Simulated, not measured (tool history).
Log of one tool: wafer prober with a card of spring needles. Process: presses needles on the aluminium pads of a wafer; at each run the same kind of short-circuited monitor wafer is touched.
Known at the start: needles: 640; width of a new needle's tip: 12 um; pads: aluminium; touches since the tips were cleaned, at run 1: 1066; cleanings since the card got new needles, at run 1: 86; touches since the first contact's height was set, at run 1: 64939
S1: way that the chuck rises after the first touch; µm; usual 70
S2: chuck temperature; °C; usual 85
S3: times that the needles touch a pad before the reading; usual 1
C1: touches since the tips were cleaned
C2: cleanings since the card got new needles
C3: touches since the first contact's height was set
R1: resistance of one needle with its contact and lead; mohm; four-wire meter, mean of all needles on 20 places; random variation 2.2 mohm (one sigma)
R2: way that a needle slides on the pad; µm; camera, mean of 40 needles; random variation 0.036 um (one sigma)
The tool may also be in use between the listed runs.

Run 1, hour 0: usual settings; C1 1066; C2 86; C3 64939. Result: R1 249 mohm, R2 12.5 µm.
At hour 4.5: tips cleaned on abrasive film.
At hour 15.5: tips cleaned on abrasive film.
At hour 26.6: tips cleaned on abrasive film.
At hour 35.5: tips cleaned on abrasive film.
At hour 46.5: tips cleaned on abrasive film.
At hour 57.6: tips cleaned on abrasive film.
At hour 68.6: tips cleaned on abrasive film.
At hour 79.7: tips cleaned on abrasive film.
Run 2, hour 87.7: usual settings; C1 1890; C2 94; C3 85371. Result: R1 251 mohm, R2 12.47 µm.
At hour 90: tips cleaned on abrasive film.
At hour 101.1: tips cleaned on abrasive film.
At hour 112.2: tips cleaned on abrasive film.
At hour 121: tips cleaned on abrasive film.
At hour 132.1: tips cleaned on abrasive film.
At hour 141: tips cleaned on abrasive film.
At hour 152: tips cleaned on abrasive film.
Run 3, hour 160.1: usual settings but S2 84 °C; C1 1910; C2 101; C3 102219. Result: R1 253 mohm, R2 12.42 µm.
At hour 162.4: tips cleaned on abrasive film.
At hour 171.3: tips cleaned on abrasive film.
At hour 182.4: tips cleaned on abrasive film.
At hour 193.4: tips cleaned on abrasive film.
At hour 202.3: tips cleaned on abrasive film.
Run 4, hour 208.3: usual settings; C1 1405; C2 106; C3 113411. Result: R1 249 mohm, R2 12.32 µm.
At hour 212.8: tips cleaned on abrasive film.
At hour 221.6: tips cleaned on abrasive film.
At hour 232.7: tips cleaned on abrasive film.
At hour 241.6: tips cleaned on abrasive film.
At hour 252.6: tips cleaned on abrasive film.
At hour 262: tips cleaned on abrasive film.
Run 5, hour 262: usual settings; C1 0; C2 112; C3 125895. Result: R1 235 mohm, R2 12.24 µm.
At hour 273: tips cleaned on abrasive film.
At hour 284.1: tips cleaned on abrasive film.
At hour 293: tips cleaned on abrasive film.
At hour 304: tips cleaned on abrasive film.
At hour 312.9: tips cleaned on abrasive film.
At hour 324: tips cleaned on abrasive film.
At hour 335: tips cleaned on abrasive film.
At hour 339.7: height of the first contact set anew.
At hour 346.4: tips cleaned on abrasive film.
Run 6, hour 349.6: usual settings; C1 764; C2 120; C3 2309. Result: R1 242 mohm, R2 12.75 µm.
At hour 356.3: tips cleaned on abrasive film.
At hour 365.2: tips cleaned on abrasive film.
At hour 376.2: tips cleaned on abrasive film.
At hour 387.3: tips cleaned on abrasive film.
At hour 396.2: tips cleaned on abrasive film.
At hour 407.2: tips cleaned on abrasive film.
Run 7, hour 412.4: usual settings; C1 1220; C2 126; C3 16922. Result: R1 249 mohm, R2 12.66 µm.
At hour 416.9: tips cleaned on abrasive film.
At hour 425.8: tips cleaned on abrasive film.
At hour 436.8: tips cleaned on abrasive film.
At hour 445.7: tips cleaned on abrasive film.
At hour 456.8: tips cleaned on abrasive film.
At hour 465.6: tips cleaned on abrasive film.
At hour 476.7: tips cleaned on abrasive film.
At hour 487.7: tips cleaned on abrasive film.
At hour 498.7: tips cleaned on abrasive film.
Run 8, hour 498.7: usual settings; C1 0; C2 135; C3 36977. Result: R1 238 mohm, R2 12.62 µm.
At hour 507.5: tips cleaned on abrasive film.
At hour 516.4: tips cleaned on abrasive film.
At hour 527.5: tips cleaned on abrasive film.
At hour 538.5: tips cleaned on abrasive film.
At hour 547.4: tips cleaned on abrasive film.
At hour 558.4: tips cleaned on abrasive film.
Run 9, hour 558.6: usual settings but S2 54 °C; C1 47; C2 141; C3 50932. Result: R1 229 mohm, R2 12.55 µm.
At hour 567.5: tips cleaned on abrasive film.
At hour 578.6: tips cleaned on abrasive film.
At hour 589.6: tips cleaned on abrasive film.
At hour 600.7: tips cleaned on abrasive film.
At hour 609.6: tips cleaned on abrasive film.
At hour 620.6: tips cleaned on abrasive film.
At hour 630.9: tips cleaned on abrasive film.
Run 10, hour 630.9: usual settings but S2 54 °C; C1 0; C2 148; C3 67738. Result: R1 233 mohm, R2 12.53 µm.
At hour 639.7: tips cleaned on abrasive film.
At hour 650.8: tips cleaned on abrasive film.
At hour 661.9: tips cleaned on abrasive film.
Run 11, hour 667.4: usual settings but S2 54 °C; C1 1306; C2 151; C3 76256. Result: R1 243 mohm, R2 12.44 µm.
At hour 671.9: tips cleaned on abrasive film.
At hour 683: tips cleaned on abrasive film.
At hour 694: tips cleaned on abrasive film.
At hour 705.1: tips cleaned on abrasive film.
At hour 713.9: tips cleaned on abrasive film.
At hour 725: tips cleaned on abrasive film.
At hour 733.9: tips cleaned on abrasive film.
At hour 744.6: tips cleaned on abrasive film.
Run 12, hour 744.6: usual settings but S1 69 µm, S2 116 °C, S3 2; C1 0; C2 159; C3 94211. Result: R1 249 mohm, R2 12.18 µm.
At hour 755.7: tips cleaned on abrasive film.
At hour 766.7: tips cleaned on abrasive film.
At hour 777.8: tips cleaned on abrasive film.
At hour 788.9: tips cleaned on abrasive film.
Run 13, hour 794.3: usual settings but S1 88 µm, S2 116 °C; C1 1286; C2 163; C3 105799. Result: R1 249 mohm, R2 15.62 µm.
At hour 798.8: tips cleaned on abrasive film.
At hour 807.7: tips cleaned on abrasive film.
At hour 816.6: tips cleaned on abrasive film.
At hour 825.4: tips cleaned on abrasive film.
At hour 836.5: tips cleaned on abrasive film.
At hour 845.3: tips cleaned on abrasive film.
At hour 856.4: tips cleaned on abrasive film.
At hour 867.5: tips cleaned on abrasive film.
Run 14, hour 868.1: usual settings but S1 74 µm; C1 147; C2 171; C3 122945. Result: R1 240 mohm, R2 13.02 µm.
At hour 877: tips cleaned on abrasive film.
At hour 888: tips cleaned on abrasive film.
At hour 899.1: tips cleaned on abrasive film.
At hour 910.1: tips cleaned on abrasive film.
At hour 919: tips cleaned on abrasive film.
At hour 930.1: tips cleaned on abrasive film.
At hour 938.9: tips cleaned on abrasive film.
At hour 950: tips cleaned on abrasive film.
Run 15, hour 952.4: usual settings but S1 66 µm, S2 37 °C, S3 3; C1 559; C2 179; C3 142562. Result: R1 229 mohm, R2 11.49 µm.
At hour 959.1: tips cleaned on abrasive film.
At hour 959.4: height of the first contact set anew.
At hour 970.4: tips cleaned on abrasive film.
At hour 981.5: tips cleaned on abrasive film.
At hour 992.5: tips cleaned on abrasive film.
At hour 1001.4: tips cleaned on abrasive film.
At hour 1010.3: tips cleaned on abrasive film.
At hour 1021.3: tips cleaned on abrasive film.
At hour 1032.4: tips cleaned on abrasive film.
Run 16, hour 1034.6: usual settings but S2 39 °C; C1 513; C2 187; C3 17511. Result: R1 233 mohm, R2 12.77 µm.
At hour 1043.4: tips cleaned on abrasive film.
At hour 1054.5: tips cleaned on abrasive film.
At hour 1063.4: tips cleaned on abrasive film.
At hour 1074.4: tips cleaned on abrasive film.
At hour 1083.3: tips cleaned on abrasive film.
Run 17, hour 1090.8: usual settings but S2 39 °C; C1 1756; C2 192; C3 30600. Result: R1 243 mohm, R2 12.67 µm.
At hour 1093.1: tips cleaned on abrasive film.
At hour 1101.9: tips cleaned on abrasive film.
At hour 1113: tips cleaned on abrasive film.
At hour 1121.9: tips cleaned on abrasive film.
Run 18, hour 1129.1: usual settings but S1 67 µm, S2 103 °C; C1 1700; C2 196; C3 39513. Result: R1 261 mohm, R2 12.1 µm.
At hour 1131.4: tips cleaned on abrasive film.
At hour 1142.5: tips cleaned on abrasive film.
At hour 1153.5: tips cleaned on abrasive film.
At hour 1164.6: tips cleaned on abrasive film.
At hour 1173.4: tips cleaned on abrasive film.
At hour 1184.5: tips cleaned on abrasive film.
At hour 1195.6: tips cleaned on abrasive film.
Run 19, hour 1201.4: usual settings but S1 54 µm, S2 61 °C, S3 2; C1 1363; C2 203; C3 56329. Result: R1 249 mohm, R2 9.63 µm.
At hour 1205.8: tips cleaned on abrasive film.
At hour 1216.9: tips cleaned on abrasive film.
At hour 1225.8: tips cleaned on abrasive film.
At hour 1236.8: tips cleaned on abrasive film.
Run 20, hour 1242.3: usual settings but S1 75 µm, S2 36 °C, S3 2; C1 1293; C2 207; C3 65863. Result: R1 235 mohm, R2 13.47 µm.
At hour 1246.8: tips cleaned on abrasive film.
At hour 1257.9: tips cleaned on abrasive film.
At hour 1266.7: tips cleaned on abrasive film.
At hour 1277.8: tips cleaned on abrasive film.
At hour 1288.9: tips cleaned on abrasive film.
At hour 1297.7: tips cleaned on abrasive film.
Run 21, hour 1306.3: usual settings but S1 75 µm, S2 36 °C, S3 2; C1 2019; C2 213; C3 80760. Result: R1 232 mohm, R2 13.36 µm.
At hour 1308.6: tips cleaned on abrasive film.
At hour 1317.5: tips cleaned on abrasive film.
At hour 1328.5: tips cleaned on abrasive film.
At hour 1337.4: tips cleaned on abrasive film.
Run 22, hour 1345.7: usual settings but S1 72 µm, S2 33 °C; C1 1944; C2 217; C3 89916. Result: R1 243 mohm, R2 12.78 µm.

3 ways to go on from here, each from the tool as it stands after run 22. What would each give?
At hour 1348: tips cleaned on abrasive film.
At hour 1359: tips cleaned on abrasive film.
At hour 1370.1: tips cleaned on abrasive film.
At hour 1381.2: tips cleaned on abrasive film.
At hour 1392.2: tips cleaned on abrasive film.
At hour 1403.3: tips cleaned on abrasive film.
At hour 1412.2: tips cleaned on abrasive film.
At hour 1421: tips cleaned on abrasive film.
Run A, hour 1425.7: usual settings but S1 77 µm, S2 38 °C; C1 1100; C2 225; C3 108531. Result: R1 ?, R2 ?.
At hour 1348: tips cleaned on abrasive film.
At hour 1359: tips cleaned on abrasive film.
At hour 1370.1: tips cleaned on abrasive film.
At hour 1381.2: tips cleaned on abrasive film.
At hour 1392.2: tips cleaned on abrasive film.
At hour 1403.3: tips cleaned on abrasive film.
At hour 1412.2: tips cleaned on abrasive film.
At hour 1421: tips cleaned on abrasive film.
Run B, hour 1425.7: usual settings but S1 77 µm, S3 2; C1 1100; C2 225; C3 108531. Result: R1 ?, R2 ?.
At hour 1348: tips cleaned on abrasive film.
At hour 1359: tips cleaned on abrasive film.
At hour 1370.1: tips cleaned on abrasive film.
At hour 1381.2: tips cleaned on abrasive film.
At hour 1392.2: tips cleaned on abrasive film.
At hour 1403.3: tips cleaned on abrasive film.
At hour 1412.2: tips cleaned on abrasive film.
At hour 1421: tips cleaned on abrasive film.
Run C, hour 1425.7: usual settings; C1 1100; C2 225; C3 108531. Result: R1 ?, R2 ?.

run   R1     R2
  A  234  13.61
  B  243  13.63
  C  249  12.32
Without the tool's hidden state the same runs would have given:
run   R1     R2
  A  226  14.06
  B  239  14.08
  C  239  12.76

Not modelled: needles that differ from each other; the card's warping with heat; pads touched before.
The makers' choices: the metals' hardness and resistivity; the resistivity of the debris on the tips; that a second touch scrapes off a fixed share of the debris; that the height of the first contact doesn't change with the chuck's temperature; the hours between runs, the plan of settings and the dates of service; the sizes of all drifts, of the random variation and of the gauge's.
